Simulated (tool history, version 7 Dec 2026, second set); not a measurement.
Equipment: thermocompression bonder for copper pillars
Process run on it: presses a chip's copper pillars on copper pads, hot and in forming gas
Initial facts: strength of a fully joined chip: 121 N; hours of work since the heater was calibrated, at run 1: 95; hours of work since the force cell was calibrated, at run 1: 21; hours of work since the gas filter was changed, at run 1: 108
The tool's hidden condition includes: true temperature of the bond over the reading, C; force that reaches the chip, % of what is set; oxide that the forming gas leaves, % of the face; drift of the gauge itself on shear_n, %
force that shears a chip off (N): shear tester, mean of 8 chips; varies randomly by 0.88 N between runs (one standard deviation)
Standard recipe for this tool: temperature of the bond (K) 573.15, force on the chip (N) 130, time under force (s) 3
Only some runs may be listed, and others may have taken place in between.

run   hour  temperature of the bond (K)  force on the chip (N)  time under force (s)  hours of work since the heater was calibrated  hours of work since the force cell was calibrated  hours of work since the gas filter was changed  force that shears a chip off (N)
  1    0.0                       573.15                    130                     3                                             95                                                 21                                             108                              69.4
  2    7.3                       573.15                    130                     3                                             98                                                 24                                             111                              68.5
  3   12.5                       573.15                    130                     3                                            100                                                 26                                             114                              68.1
  4   22.1                       573.15                    130                     3                                            104                                                 30                                             118                              68.7
  5   30.5                       573.15                    130                     4                                            107                                                 34                                             121                              75.8
  6   42.3                       573.15                    130                     3                                            113                                                 39                                             126                              67.1
  7   54.2                       573.15                    130                     3                                            118                                                 44                                             131                              68.3
  8   63.3                       573.15                    130                     3                                            121                                                 48                                             135                              68.9
  9   74.8                       573.15                    130                     3                                            126                                                 53                                             140                              68.0
 10   81.9                       573.15                    130                     3                                            129                                                 56                                             143                              67.7
 11   93.1                       573.15                    130                     3                                            134                                                 60                                             148                              67.6
 12  101.6                       573.15                    147                     3                                            138                                                 64                                             152                              72.7
 13  113.1                       573.15                    130                     3                                            143                                                 69                                             156                              66.7
 14  124.7                       573.15                    130                     3                                            147                                                 74                                             161                              67.1
 15  130.0                       573.15                    130                     3                                            150                                                 76                                             164                              68.7
 16  136.8                       573.15                    130                     3                                            153                                                 79                                             166                              67.5
 17  146.0                       566.15                    130                     3                                            157                                                 83                                             170                              62.7
 18  154.4                       584.15                    117                     5                                            160                                                 86                                             174                              82.2
 19  163.8                       584.15                    117                     5                                            164                                                 90                                             178                              79.9
 20  169.0                       584.15                    117                     4                                            166                                                 93                                             180                              77.1
 21  178.2                       584.15                    117                     8                                            170                                                 97                                             184                              90.2
 22  188.4                       560.15                    130                     3                                            174                                                101                                             188                              57.6
 23  199.9                       560.15                    105                     3                                            179                                                106                                             193                              51.1
 24  209.7                       585.15                    130                     3                                            184                                                110                                             197                              74.5
 25  221.1                       573.15                     94                     3                                            188                                                115                                             202                              55.1
 26  228.2                       573.15                     94                     3                                            191                                                118                                             205                              55.7
 27  234.7                       570.15                    130                     2                                            194                                                121                                             208                              54.9
 28  241.5                       587.15                    130                     5                                            197                                                123                                             211                              85.2
 29  247.7                       587.15                    130                     5                                            200                                                126                                             214                              85.5
 30  255.2                       564.15                    130                     3                                            203                                                129                                             217                              60.0
 31  266.3                       544.15                    130                     2                                            208                                                134                                             221                              40.3
 32  274.0                       544.15                     92                     2                                            211                                                137                                             225                              31.5
 33  285.4                       572.15                    193                     2                                            216                                                142                                             230                              72.5
 34  291.0                       544.15                    139                     2                                            218                                                144                                             232                              42.2

Consider 4 possible next runs. They are alternatives, not a sequence: every one starts from the tool as it was left by run 34. What does each give?
  A  299.2                       599.15                     84                     4                                            222                                                148                                             235                                 ?
  B  299.2                       573.15                    130                     5                                            222                                                148                                             235                                 ?
  C  299.2                       549.15                    160                     2                                            222                                                148                                             235                                 ?
  D  299.2                       573.15                    188                     7                                            222                                                148                                             235                                 ?

run  force that shears a chip off (N)
  A                              71.7
  B                              76.7
  C                              50.3
  D                              95.9
The same runs, with their run-to-run variation unchanged, on a tool lacking any hidden condition would have given:
run  force that shears a chip off (N)
  A                              78.9
  B                              84.5
  C                              55.9
  D                             104.9
